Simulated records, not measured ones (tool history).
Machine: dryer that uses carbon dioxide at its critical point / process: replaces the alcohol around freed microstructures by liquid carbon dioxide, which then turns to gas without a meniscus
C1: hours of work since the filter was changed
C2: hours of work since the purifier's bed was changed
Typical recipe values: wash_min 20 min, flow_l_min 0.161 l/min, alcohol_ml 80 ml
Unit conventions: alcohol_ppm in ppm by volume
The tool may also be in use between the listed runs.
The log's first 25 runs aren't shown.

run 26 hour=1274.0 | wash_min=24 flow_l_min=0.161 alcohol_ml=49 | C1=175 C2=80 | alcohol_ppm=219
run 27 hour=1343.7 | wash_min=24 flow_l_min=0.161 alcohol_ml=49 | C1=202 C2=107 | alcohol_ppm=240
run 28 hour=1407.6 | wash_min=24 flow_l_min=0.161 alcohol_ml=35 | C1=226 C2=131 | alcohol_ppm=197
run 29 hour=1440.2 | wash_min=20 flow_l_min=0.161 alcohol_ml=49 | C1=238 C2=143 | alcohol_ppm=651
run 30 hour=1489.3 | wash_min=20 flow_l_min=0.142 alcohol_ml=40 | C1=257 C2=162 | alcohol_ppm=1058
run 31 hour=1554.2 | wash_min=20 flow_l_min=0.142 alcohol_ml=40 | C1=282 C2=187 | alcohol_ppm=1108
run 32 hour=1582.9 | wash_min=20 flow_l_min=0.142 alcohol_ml=40 | C1=293 C2=198 | alcohol_ppm=1106
run 33 hour=1652.8 | wash_min=20 flow_l_min=0.210 alcohol_ml=78 | C1=319 C2=224 | alcohol_ppm=314
run 34 hour=1713.5 | wash_min=20 flow_l_min=0.100 alcohol_ml=89 | C1=342 C2=247 | alcohol_ppm=9473
run 35 hour=1782.7 | wash_min=14 flow_l_min=0.106 alcohol_ml=80 | C1=368 C2=273 | alcohol_ppm=18589
run 36 hour=1816.5 | wash_min=14 flow_l_min=0.106 alcohol_ml=80 | C1=381 C2=286 | alcohol_ppm=18820
-- hour=1857.2 inlet filter changed
run 37 hour=1873.7 | wash_min=14 flow_l_min=0.106 alcohol_ml=80 | C1=6 C2=308 | alcohol_ppm=12818
run 38 hour=1909.7 | wash_min=20 flow_l_min=0.268 alcohol_ml=32 | C1=20 C2=321 | alcohol_ppm=87
run 39 hour=1975.3 | wash_min=22 flow_l_min=0.113 alcohol_ml=38 | C1=45 C2=346 | alcohol_ppm=1270
run 40 hour=2029.9 | wash_min=32 flow_l_min=0.215 alcohol_ml=70 | C1=66 C2=367 | alcohol_ppm=98
run 41 hour=2090.6 | wash_min=17 flow_l_min=0.226 alcohol_ml=30 | C1=89 C2=390 | alcohol_ppm=206
run 42 hour=2154.0 | wash_min=16 flow_l_min=0.102 alcohol_ml=80 | C1=113 C2=414 | alcohol_ppm=11220

Run 43 has not been measured yet. What should we expect?
run 43 hour=2184.8 | wash_min=19 flow_l_min=0.102 alcohol_ml=56 | C1=124 C2=426 | alcohol_ppm=?

alcohol_ppm: 4944 ppm by volume
The same run, on a tool lacking any hidden state, would have yielded alcohol_ppm 4023 ppm by volume.

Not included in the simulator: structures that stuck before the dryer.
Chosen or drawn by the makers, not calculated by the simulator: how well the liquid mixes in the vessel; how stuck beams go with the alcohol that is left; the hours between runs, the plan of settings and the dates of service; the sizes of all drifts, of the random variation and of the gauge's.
